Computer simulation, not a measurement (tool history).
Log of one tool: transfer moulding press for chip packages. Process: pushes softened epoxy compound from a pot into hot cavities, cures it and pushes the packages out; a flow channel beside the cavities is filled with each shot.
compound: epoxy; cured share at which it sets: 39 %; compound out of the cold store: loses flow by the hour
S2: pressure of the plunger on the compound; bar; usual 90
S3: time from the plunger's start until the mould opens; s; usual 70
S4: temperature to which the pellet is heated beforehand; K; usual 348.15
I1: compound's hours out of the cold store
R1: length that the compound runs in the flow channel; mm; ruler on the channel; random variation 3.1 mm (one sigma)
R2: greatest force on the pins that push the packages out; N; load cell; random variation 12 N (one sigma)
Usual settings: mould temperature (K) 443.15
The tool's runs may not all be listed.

{"run": 1, "hour": 0.0, "mould temperature (K)": 443.15, "S2": 90, "S3": 70, "S4": 348.15, "I1": 42.4, "R1": 670, "R2": 598}
{"run": 2, "hour": 5.6, "mould temperature (K)": 443.15, "S2": 79.3, "S3": 70, "S4": 348.15, "I1": 37.5, "R1": 634, "R2": 702}
{"run": 3, "hour": 10.7, "mould temperature (K)": 443.15, "S2": 79.3, "S3": 70, "S4": 348.15, "I1": 15.8, "R1": 658, "R2": 763}
{"run": 4, "hour": 18.4, "mould temperature (K)": 443.15, "S2": 79.3, "S3": 70, "S4": 348.15, "I1": 24.7, "R1": 651, "R2": 820}
{"hour": 23.8, "done": "cavities cleaned with cleaning compound and waxed"}
{"run": 5, "hour": 25.6, "mould temperature (K)": 443.15, "S2": 90, "S3": 70, "S4": 348.15, "I1": 17.4, "R1": 694, "R2": 928}
{"run": 6, "hour": 31.1, "mould temperature (K)": 443.15, "S2": 90, "S3": 70, "S4": 348.15, "I1": 27.1, "R1": 683, "R2": 919}
{"run": 7, "hour": 34.8, "mould temperature (K)": 443.15, "S2": 90, "S3": 70, "S4": 348.15, "I1": 45.7, "R1": 655, "R2": 881}
{"run": 8, "hour": 41.9, "mould temperature (K)": 443.15, "S2": 90, "S3": 70, "S4": 348.15, "I1": 15.7, "R1": 701, "R2": 963}
{"run": 9, "hour": 50.6, "mould temperature (K)": 443.15, "S2": 90, "S3": 70, "S4": 348.15, "I1": 45.8, "R1": 657, "R2": 929}
{"hour": 52.7, "done": "cavities cleaned with cleaning compound and waxed"}
{"run": 10, "hour": 59.5, "mould temperature (K)": 443.15, "S2": 90, "S3": 70, "S4": 348.15, "I1": 20.9, "R1": 695, "R2": 665}
{"run": 11, "hour": 63.5, "mould temperature (K)": 443.15, "S2": 90, "S3": 70, "S4": 358.15, "I1": 30.9, "R1": 672, "R2": 663}
{"run": 12, "hour": 72.0, "mould temperature (K)": 443.15, "S2": 90, "S3": 70, "S4": 358.15, "I1": 38.2, "R1": 666, "R2": 703}
{"run": 13, "hour": 76.6, "mould temperature (K)": 443.15, "S2": 90, "S3": 70, "S4": 358.15, "I1": 42.9, "R1": 653, "R2": 750}
{"hour": 79.4, "done": "cavities cleaned with cleaning compound and waxed, once more"}
{"run": 14, "hour": 85.8, "mould temperature (K)": 443.15, "S2": 75.7, "S3": 70, "S4": 358.15, "I1": 41.4, "R1": 601, "R2": 605}
{"run": 15, "hour": 91.5, "mould temperature (K)": 449.15, "S2": 75.7, "S3": 101, "S4": 340.15, "I1": 16.4, "R1": 621, "R2": 384}
{"run": 16, "hour": 96.2, "mould temperature (K)": 443.15, "S2": 90, "S3": 72, "S4": 348.15, "I1": 34.3, "R1": 665, "R2": 699}
{"run": 17, "hour": 101.1, "mould temperature (K)": 443.15, "S2": 90, "S3": 72, "S4": 348.15, "I1": 36.9, "R1": 657, "R2": 756}
{"hour": 108.4, "done": "cavities cleaned with cleaning compound and waxed"}
{"run": 18, "hour": 111.6, "mould temperature (K)": 443.15, "S2": 90, "S3": 72, "S4": 348.15, "I1": 16.1, "R1": 690, "R2": 585}
{"run": 19, "hour": 116.1, "mould temperature (K)": 443.15, "S2": 90, "S3": 72, "S4": 348.15, "I1": 30.3, "R1": 668, "R2": 621}
{"run": 20, "hour": 122.5, "mould temperature (K)": 443.15, "S2": 90, "S3": 72, "S4": 348.15, "I1": 19.5, "R1": 679, "R2": 676}
{"run": 21, "hour": 127.3, "mould temperature (K)": 445.15, "S2": 90, "S3": 72, "S4": 351.15, "I1": 37.3, "R1": 647, "R2": 598}
{"run": 22, "hour": 133.7, "mould temperature (K)": 443.15, "S2": 90, "S3": 70, "S4": 357.15, "I1": 13.6, "R1": 687, "R2": 806}
{"hour": 137.4, "done": "cavities cleaned with cleaning compound and waxed"}
{"run": 23, "hour": 142.9, "mould temperature (K)": 443.15, "S2": 90, "S3": 70, "S4": 357.15, "I1": 47.5, "R1": 638, "R2": 600}
{"run": 24, "hour": 148.7, "mould temperature (K)": 443.15, "S2": 94.3, "S3": 55, "S4": 344.15, "I1": 16.8, "R1": 704, "R2": 1449}
{"run": 25, "hour": 156.9, "mould temperature (K)": 443.15, "S2": 94.3, "S3": 55, "S4": 344.15, "I1": 14.8, "R1": 700, "R2": 1556}
{"hour": 166.6, "done": "cavities cleaned with cleaning compound and waxed"}
{"run": 26, "hour": 167.1, "mould temperature (K)": 441.15, "S2": 109.9, "S3": 61, "S4": 344.15, "I1": 27.2, "R1": 736, "R2": 1028}
{"run": 27, "hour": 172.4, "mould temperature (K)": 443.15, "S2": 96.4, "S3": 70, "S4": 341.15, "I1": 40.8, "R1": 670, "R2": 629}

Forecast each of these 3 alternatives for the next run:
{"run": "A", "hour": 178.8, "mould temperature (K)": 443.15, "S2": 88.2, "S3": 88, "S4": 348.15, "I1": 40.4, "R1": "?", "R2": "?"}
{"run": "B", "hour": 178.8, "mould temperature (K)": 443.15, "S2": 102.7, "S3": 53, "S4": 341.15, "I1": 25.3, "R1": "?", "R2": "?"}
{"run": "C", "hour": 178.8, "mould temperature (K)": 443.15, "S2": 91, "S3": 55, "S4": 352.15, "I1": 44, "R1": "?", "R2": "?"}

run=A R1=637 R2=443
run=B R1=712 R2=1505
run=C R1=640 R2=1241
Without the tool's hidden state the same runs would have given:
run=A R1=674 R2=349
run=B R1=754 R2=1180
run=C R1=677 R2=971

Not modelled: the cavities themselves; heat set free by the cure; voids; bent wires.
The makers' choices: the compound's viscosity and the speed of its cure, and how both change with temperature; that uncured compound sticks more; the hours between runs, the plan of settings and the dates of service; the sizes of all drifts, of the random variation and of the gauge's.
